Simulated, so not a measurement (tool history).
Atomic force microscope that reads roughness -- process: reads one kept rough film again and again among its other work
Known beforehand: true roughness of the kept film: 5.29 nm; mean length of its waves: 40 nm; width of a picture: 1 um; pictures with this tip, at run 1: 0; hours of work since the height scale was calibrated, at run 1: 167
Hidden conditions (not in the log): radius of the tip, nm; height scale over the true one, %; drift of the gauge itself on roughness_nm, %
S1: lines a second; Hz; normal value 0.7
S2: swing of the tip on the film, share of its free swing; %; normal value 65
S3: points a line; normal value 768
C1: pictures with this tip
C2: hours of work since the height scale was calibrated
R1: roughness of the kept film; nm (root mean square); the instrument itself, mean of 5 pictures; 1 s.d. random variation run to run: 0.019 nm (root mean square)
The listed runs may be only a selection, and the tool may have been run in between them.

run  hour     S1  S2   S3   C1   C2     R1
  1     0    0.7  65  768    0  167  4.519
  2   6.5    0.7  73  768   12  171  4.403
  3  11.9    0.7  73  768   22  175  4.361
  4  17.1    0.7  89  768   32  179  4.112
  5    23    0.7  89  768   43  183  4.078
  6  30.4    0.7  89  768   56  188  4.046
  7  38.9    0.7  90  880   72  194  4.001
  8    46    0.7  90  880   86  199  3.941
  9  53.7    0.7  68  501  100  204  4.175
 10  60.4  2.101  57  380  112  209  4.084
 11  67.5    0.7  65  269  125  214  4.102

Alternative continuations, all from the tool just after run 11; predict every row:
  A  76.1    0.7  83  270  141  220   ?
  B  76.1    0.7  65  290  141  220   ?
  C  76.1  0.798  65  485  141  220   ?
  D  76.1    0.7  65  979  141  220   ?

run     R1
  A  3.892
  B  4.084
  C  4.085
  D  4.129
With the hidden condition removed and each run's random variation left untouched, the same runs would have given:
run     R1
  A  4.294
  B  4.505
  C  4.507
  D  4.555
